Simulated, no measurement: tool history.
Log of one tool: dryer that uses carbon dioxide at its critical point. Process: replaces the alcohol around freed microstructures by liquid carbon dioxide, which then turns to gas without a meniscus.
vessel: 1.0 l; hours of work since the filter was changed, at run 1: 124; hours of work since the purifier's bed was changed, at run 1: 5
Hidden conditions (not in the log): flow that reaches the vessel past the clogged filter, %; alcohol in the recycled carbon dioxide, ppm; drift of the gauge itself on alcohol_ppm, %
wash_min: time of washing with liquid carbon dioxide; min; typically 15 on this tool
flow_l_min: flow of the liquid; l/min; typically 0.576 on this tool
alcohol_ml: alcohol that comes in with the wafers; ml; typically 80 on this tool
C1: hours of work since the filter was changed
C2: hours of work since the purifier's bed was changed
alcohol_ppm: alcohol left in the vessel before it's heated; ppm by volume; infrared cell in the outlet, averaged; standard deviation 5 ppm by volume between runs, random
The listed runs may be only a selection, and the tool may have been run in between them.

run 1 day=0 | wash_min=15 flow_l_min=0.576 alcohol_ml=80 | C1=124 C2=5 | alcohol_ppm=107
run 2 day=0.2 | wash_min=15 flow_l_min=0.576 alcohol_ml=80 | C1=126 C2=7 | alcohol_ppm=108
run 3 day=0.538 | wash_min=15 flow_l_min=0.576 alcohol_ml=80 | C1=128 C2=9 | alcohol_ppm=112
run 4 day=0.783 | wash_min=15 flow_l_min=0.576 alcohol_ml=80 | C1=130 C2=11 | alcohol_ppm=122
run 5 day=1.121 | wash_min=15 flow_l_min=0.576 alcohol_ml=80 | C1=133 C2=14 | alcohol_ppm=122
run 6 day=1.333 | wash_min=14 flow_l_min=0.576 alcohol_ml=80 | C1=134 C2=15 | alcohol_ppm=175
run 7 day=1.671 | wash_min=14 flow_l_min=0.576 alcohol_ml=80 | C1=137 C2=18 | alcohol_ppm=181
run 8 day=1.846 | wash_min=14 flow_l_min=0.576 alcohol_ml=80 | C1=138 C2=19 | alcohol_ppm=181
run 9 day=2.138 | wash_min=14 flow_l_min=0.576 alcohol_ml=80 | C1=140 C2=21 | alcohol_ppm=185
run 10 day=2.488 | wash_min=16 flow_l_min=0.576 alcohol_ml=80 | C1=143 C2=24 | alcohol_ppm=90
run 11 day=2.921 | wash_min=15 flow_l_min=0.576 alcohol_ml=80 | C1=146 C2=27 | alcohol_ppm=132
run 12 day=3.233 | wash_min=9 flow_l_min=0.576 alcohol_ml=80 | C1=148 C2=29 | alcohol_ppm=1665
run 13 day=3.588 | wash_min=9 flow_l_min=0.576 alcohol_ml=80 | C1=151 C2=32 | alcohol_ppm=1669
run 14 day=3.783 | wash_min=23 flow_l_min=0.576 alcohol_ml=80 | C1=152 C2=33 | alcohol_ppm=12
-- day=3.883 inlet filter changed
run 15 day=4.142 | wash_min=23 flow_l_min=0.576 alcohol_ml=69 | C1=2 C2=36 | alcohol_ppm=8
run 16 day=4.342 | wash_min=15 flow_l_min=0.427 alcohol_ml=75 | C1=3 C2=37 | alcohol_ppm=228
run 17 day=4.604 | wash_min=18 flow_l_min=0.779 alcohol_ml=101 | C1=5 C2=39 | alcohol_ppm=20
run 18 day=4.842 | wash_min=13 flow_l_min=0.58 alcohol_ml=79 | C1=7 C2=41 | alcohol_ppm=100
run 19 day=5.088 | wash_min=13 flow_l_min=0.392 alcohol_ml=70 | C1=9 C2=42 | alcohol_ppm=686
run 20 day=5.408 | wash_min=13 flow_l_min=0.392 alcohol_ml=70 | C1=11 C2=45 | alcohol_ppm=727
run 21 day=5.738 | wash_min=14 flow_l_min=0.353 alcohol_ml=112 | C1=14 C2=47 | alcohol_ppm=1302
run 22 day=6.121 | wash_min=15 flow_l_min=0.869 alcohol_ml=78 | C1=16 C2=50 | alcohol_ppm=19
run 23 day=6.383 | wash_min=15 flow_l_min=0.869 alcohol_ml=78 | C1=18 C2=52 | alcohol_ppm=8
run 24 day=6.65 | wash_min=15 flow_l_min=0.4 alcohol_ml=47 | C1=20 C2=54 | alcohol_ppm=245

What does the tool deliver on the next run?
run 25 day=6.867 | wash_min=18 flow_l_min=0.4 alcohol_ml=40 | C1=22 C2=56 | alcohol_ppm=?

{"run 25": {"alcohol_ppm": 78}}
On a tool with no hidden condition, and with the same random variation, this run would have come out at alcohol_ppm 58 ppm by volume.

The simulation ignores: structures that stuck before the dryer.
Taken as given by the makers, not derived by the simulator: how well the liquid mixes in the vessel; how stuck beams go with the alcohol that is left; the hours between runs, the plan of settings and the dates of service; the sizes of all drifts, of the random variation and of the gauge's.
